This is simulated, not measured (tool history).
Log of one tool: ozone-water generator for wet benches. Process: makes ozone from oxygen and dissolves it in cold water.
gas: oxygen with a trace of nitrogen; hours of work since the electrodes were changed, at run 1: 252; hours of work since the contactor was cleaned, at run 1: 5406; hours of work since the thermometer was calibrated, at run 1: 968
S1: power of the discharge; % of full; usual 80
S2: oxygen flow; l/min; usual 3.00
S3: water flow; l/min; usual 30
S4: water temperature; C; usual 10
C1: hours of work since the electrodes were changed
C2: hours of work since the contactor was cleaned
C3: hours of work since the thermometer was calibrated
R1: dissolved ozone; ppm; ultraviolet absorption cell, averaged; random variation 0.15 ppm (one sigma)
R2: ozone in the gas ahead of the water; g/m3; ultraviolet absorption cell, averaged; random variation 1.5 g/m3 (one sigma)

run,hour,S1,S2,S3,S4,C1,C2,C3,R1,R2
1,0.0,80,3.00,30,10,252,5406,968,18.1,274.9
2,37.5,99,3.00,30,10,284,5438,1000,20.3,304.4
3,75.9,99,3.00,30,10,317,5470,1032,20.4,305.4
4,121.6,41,3.00,30,10,355,5509,1071,12.6,193.4
5,161.2,41,3.00,30,10,389,5543,1105,12.7,191.0
6,193.4,41,3.00,30,10,416,5570,1132,12.6,190.4
7,229.7,80,1.63,30,10,447,5601,1163,14.4,367.9
8,276.2,80,1.63,30,10,487,5640,1202,14.4,366.8
9,328.4,80,1.63,30,10,531,5685,1247,14.5,375.0
10,361.0,80,1.63,30,10,559,5712,1275,14.6,370.2

Forecast run 11:
11,422.1,80,3.76,30,10,611,5764,1326,?,?

Run 11 gave R1 19.4 ppm, R2 246.3 g/m3.
Without the tool's hidden state the same run would have given R1 19.4 ppm, R2 244.8 g/m3.

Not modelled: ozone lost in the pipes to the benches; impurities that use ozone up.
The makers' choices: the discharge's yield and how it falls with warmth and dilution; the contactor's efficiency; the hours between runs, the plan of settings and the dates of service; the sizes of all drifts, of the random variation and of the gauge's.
